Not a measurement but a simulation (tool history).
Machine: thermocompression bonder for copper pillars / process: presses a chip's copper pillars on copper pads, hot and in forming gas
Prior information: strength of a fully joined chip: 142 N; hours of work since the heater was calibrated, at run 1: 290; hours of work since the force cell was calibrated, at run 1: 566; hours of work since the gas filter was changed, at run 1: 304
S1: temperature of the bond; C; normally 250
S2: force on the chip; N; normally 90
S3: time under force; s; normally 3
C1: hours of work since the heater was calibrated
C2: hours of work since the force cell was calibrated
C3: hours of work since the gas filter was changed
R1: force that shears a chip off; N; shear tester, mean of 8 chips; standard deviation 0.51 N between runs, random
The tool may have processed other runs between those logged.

run   hour   S1   S2  S3   C1   C2   C3     R1
  1    0.0  250   90   3  290  566  304   64.4
  2    4.7  250   90   3  293  570  307   63.8
  3   11.0  250   90   3  298  574  312   63.8
  4   20.2  250   90   3  305  581  318   63.5
  5   27.0  250   90   3  309  585  323   63.8
  6   33.2  250   90   3  314  590  327   63.9
  7   42.9  250  128   3  321  597  334   89.1
  8   52.4  250  128   3  328  604  341   89.2
  9   60.1  250  128   3  333  609  347   87.9
 10   68.8  250   90   7  339  615  353   82.9
 11   77.1  250   90   3  345  621  359   63.9
 12   86.1  250   90   3  352  628  365   62.7
 13   94.8  251   90   3  358  634  371   62.6
 14  103.1  251   90   3  364  640  377   63.8
 15  111.1  250   54   3  370  646  383   34.7
 16  118.0  250   94   3  374  650  388   66.3
 17  125.5  250   94   3  380  656  393   65.8
 18  130.7  250   62   3  384  660  397   41.2
 19  135.3  250   62   3  387  663  400   40.8
 20  144.5  250   62   3  393  669  407   40.5
 21  154.2  240   94   9  400  676  414   82.0
 22  158.8  240   94   9  404  680  417   81.2
 23  165.0  273   90   7  408  684  422  102.0

Predict the results of run 24:
 24  173.3  221  77   5  414  690  428   ?

{"run 24": {"R1": 39.9}}
With the hidden condition absent and the run-to-run variation left alone, this run would have shown R1 42.5 N.
